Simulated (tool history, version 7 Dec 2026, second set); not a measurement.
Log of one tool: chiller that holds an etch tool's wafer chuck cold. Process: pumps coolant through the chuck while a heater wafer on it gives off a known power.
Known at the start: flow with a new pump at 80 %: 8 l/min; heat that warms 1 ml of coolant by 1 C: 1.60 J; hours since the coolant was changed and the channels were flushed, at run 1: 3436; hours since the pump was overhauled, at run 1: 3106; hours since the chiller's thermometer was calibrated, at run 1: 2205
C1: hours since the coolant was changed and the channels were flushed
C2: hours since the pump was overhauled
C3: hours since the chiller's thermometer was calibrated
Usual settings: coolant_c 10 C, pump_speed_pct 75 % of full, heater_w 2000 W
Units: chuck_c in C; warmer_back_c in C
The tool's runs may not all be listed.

run 1 hour=0.0 | coolant_c=10 pump_speed_pct=75 heater_w=2000 | C1=3436 C2=3106 C3=2205 | chuck_c=31.0 warmer_back_c=11.50
run 2 hour=66.9 | coolant_c=10 pump_speed_pct=75 heater_w=2000 | C1=3503 C2=3173 C3=2272 | chuck_c=31.3 warmer_back_c=11.47
run 3 hour=128.0 | coolant_c=10 pump_speed_pct=75 heater_w=2000 | C1=3564 C2=3234 C3=2333 | chuck_c=31.3 warmer_back_c=11.57
-- hour=155.2 coolant changed, channels flushed
-- hour=174.0 chiller's thermometer calibrated
run 4 hour=214.1 | coolant_c=10 pump_speed_pct=93 heater_w=2000 | C1=58 C2=3313 C3=40 | chuck_c=26.8 warmer_back_c=9.41
run 5 hour=277.7 | coolant_c=10 pump_speed_pct=75 heater_w=2000 | C1=121 C2=3377 C3=104 | chuck_c=29.1 warmer_back_c=11.62
run 6 hour=357.1 | coolant_c=10 pump_speed_pct=75 heater_w=2000 | C1=201 C2=3457 C3=183 | chuck_c=29.3 warmer_back_c=11.67
run 7 hour=399.8 | coolant_c=10 pump_speed_pct=75 heater_w=2000 | C1=244 C2=3499 C3=226 | chuck_c=29.5 warmer_back_c=11.65
run 8 hour=465.1 | coolant_c=10 pump_speed_pct=75 heater_w=2000 | C1=309 C2=3565 C3=291 | chuck_c=29.5 warmer_back_c=11.74
run 9 hour=532.8 | coolant_c=10 pump_speed_pct=75 heater_w=2386 | C1=377 C2=3632 C3=359 | chuck_c=33.2 warmer_back_c=14.14
run 10 hour=603.2 | coolant_c=6 pump_speed_pct=68 heater_w=1120 | C1=447 C2=3703 C3=429 | chuck_c=17.7 warmer_back_c=7.21
run 11 hour=654.3 | coolant_c=5 pump_speed_pct=91 heater_w=2322 | C1=498 C2=3754 C3=480 | chuck_c=25.0 warmer_back_c=11.45
run 12 hour=702.0 | coolant_c=8 pump_speed_pct=91 heater_w=2322 | C1=546 C2=3801 C3=528 | chuck_c=28.3 warmer_back_c=11.45
run 13 hour=763.5 | coolant_c=17 pump_speed_pct=74 heater_w=2322 | C1=607 C2=3863 C3=590 | chuck_c=40.2 warmer_back_c=14.11

The next listed run, before its measurement:
-- hour=803.9 coolant pump overhauled
run 14 hour=840.8 | coolant_c=7 pump_speed_pct=75 heater_w=1315 | C1=680 C2=37 C3=662 | chuck_c=? warmer_back_c=?

chuck_c: 18.6 C
warmer_back_c: 6.51 C
Without the tool's hidden state the same run would have given chuck_c 18.3 C, warmer_back_c 6.56 C.

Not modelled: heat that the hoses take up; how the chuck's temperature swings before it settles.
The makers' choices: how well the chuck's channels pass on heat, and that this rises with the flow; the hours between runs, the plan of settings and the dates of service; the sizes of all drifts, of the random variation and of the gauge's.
